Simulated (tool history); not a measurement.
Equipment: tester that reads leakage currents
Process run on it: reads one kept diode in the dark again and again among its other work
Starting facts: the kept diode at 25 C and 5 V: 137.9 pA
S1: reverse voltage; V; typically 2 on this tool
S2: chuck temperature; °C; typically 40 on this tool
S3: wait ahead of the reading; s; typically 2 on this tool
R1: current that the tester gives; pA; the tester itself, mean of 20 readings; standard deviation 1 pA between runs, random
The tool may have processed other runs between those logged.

run 1 hour=0 | S1=2 S2=40 S3=2 | R1=333.42
run 2 hour=30.8 | S1=2 S2=40 S3=2 | R1=332.77
run 3 hour=51.3 | S1=2 S2=40 S3=2 | R1=331.58
run 4 hour=75.3 | S1=2 S2=40 S3=0.36 | R1=328.74
run 5 hour=95.2 | S1=2 S2=40 S3=1.42 | R1=328.66
run 6 hour=121.3 | S1=2 S2=40 S3=1.42 | R1=328.79
run 7 hour=150 | S1=2 S2=24 S3=1.42 | R1=90.63
run 8 hour=179.3 | S1=2 S2=28 S3=1.03 | R1=125.84
run 9 hour=216.7 | S1=5.24 S2=48 S3=0.9 | R1=842.98
run 10 hour=250.2 | S1=5.24 S2=48 S3=0.9 | R1=840.69

For run 11, what comes out?
run 11 hour=276.2 | S1=8.33 S2=44 S3=7.24 | R1=?

Run 11 gave R1 737.97 pA.
With no hidden state in the tool, this same run would have given R1 771.64 pA.

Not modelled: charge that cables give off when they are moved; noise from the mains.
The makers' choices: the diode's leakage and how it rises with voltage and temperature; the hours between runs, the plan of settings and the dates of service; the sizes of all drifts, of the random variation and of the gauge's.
